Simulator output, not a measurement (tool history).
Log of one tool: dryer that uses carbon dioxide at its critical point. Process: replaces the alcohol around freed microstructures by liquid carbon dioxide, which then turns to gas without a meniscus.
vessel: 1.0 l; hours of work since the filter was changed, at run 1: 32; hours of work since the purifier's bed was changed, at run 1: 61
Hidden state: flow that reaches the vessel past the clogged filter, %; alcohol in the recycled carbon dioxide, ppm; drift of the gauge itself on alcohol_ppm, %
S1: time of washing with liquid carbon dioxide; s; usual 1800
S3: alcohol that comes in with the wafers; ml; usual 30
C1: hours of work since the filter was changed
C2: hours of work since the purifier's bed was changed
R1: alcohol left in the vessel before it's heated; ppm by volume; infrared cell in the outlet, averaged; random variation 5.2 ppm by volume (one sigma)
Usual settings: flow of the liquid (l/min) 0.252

Run 1, hour 0.0: usual settings; C1 32; C2 61. Result: R1 111 ppm by volume.
Run 2, hour 19.0: usual settings but S1 1740 s; C1 41; C2 71. Result: R1 133 ppm by volume.
Run 3, hour 40.7: usual settings but S1 1740 s; C1 52; C2 81. Result: R1 138 ppm by volume.
Run 4, hour 61.0: usual settings but S1 1740 s; C1 62; C2 92. Result: R1 137 ppm by volume.
Run 5, hour 98.5: usual settings but S1 1740 s; C1 80; C2 110. Result: R1 142 ppm by volume.
Run 6, hour 139.1: usual settings but S1 1740 s; C1 100; C2 130. Result: R1 159 ppm by volume.
Run 7, hour 167.0: usual settings but S1 1740 s; C1 114; C2 144. Result: R1 156 ppm by volume.
Run 8, hour 196.8: usual settings but S1 1740 s; C1 129; C2 159. Result: R1 156 ppm by volume.
Run 9, hour 235.7: usual settings but S1 1740 s; C1 148; C2 178. Result: R1 166 ppm by volume.
Run 10, hour 276.5: usual settings but S1 1740 s; C1 169; C2 198. Result: R1 182 ppm by volume.
Run 11, hour 316.4: usual settings but S1 1740 s; C1 188; C2 218. Result: R1 196 ppm by volume.
Run 12, hour 347.3: usual settings but S1 1740 s; C1 204; C2 233. Result: R1 204 ppm by volume.
Run 13, hour 369.7: usual settings but S1 1740 s; C1 215; C2 244. Result: R1 207 ppm by volume.
Run 14, hour 408.8: usual settings but S1 1740 s; C1 234; C2 264. Result: R1 202 ppm by volume.
Run 15, hour 449.3: usual settings but S1 1140 s, flow of the liquid (l/min) 0.225, S3 63 ml; C1 254; C2 284. Result: R1 2570 ppm by volume.
Run 16, hour 469.6: usual settings but S1 1140 s, flow of the liquid (l/min) 0.225, S3 63 ml; C1 264; C2 294. Result: R1 2602 ppm by volume.
Run 17, hour 514.5: usual settings but S1 2760 s, flow of the liquid (l/min) 0.243; C1 286; C2 316. Result: R1 115 ppm by volume.
Run 18, hour 557.1: usual settings but S3 89 ml; C1 307; C2 337. Result: R1 425 ppm by volume.
Run 19, hour 591.8: usual settings but S3 32 ml; C1 325; C2 354. Result: R1 235 ppm by volume.

5 ways to go on from here, each from the tool as it stands after run 19. What would each give?
Run A, hour 617.3: usual settings but flow of the liquid (l/min) 0.159; C1 337; C2 367. Result: R1 ?.
Run B, hour 617.3: usual settings but S1 2760 s, flow of the liquid (l/min) 0.321, S3 32 ml; C1 337; C2 367. Result: R1 ?.
Run C, hour 617.3: usual settings but S1 1980 s; C1 337; C2 367. Result: R1 ?.
Run D, hour 617.3: usual settings but flow of the liquid (l/min) 0.245; C1 337; C2 367. Result: R1 ?.
Run E, hour 617.3: usual settings but S1 2760 s, S3 99 ml; C1 337; C2 367. Result: R1 ?.

run   R1
  A  992
  B  120
  C  185
  D  259
  E  137
Without the tool's hidden state the same runs would have given:
run   R1
  A  743
  B    0
  C   47
  D  104
  E    6
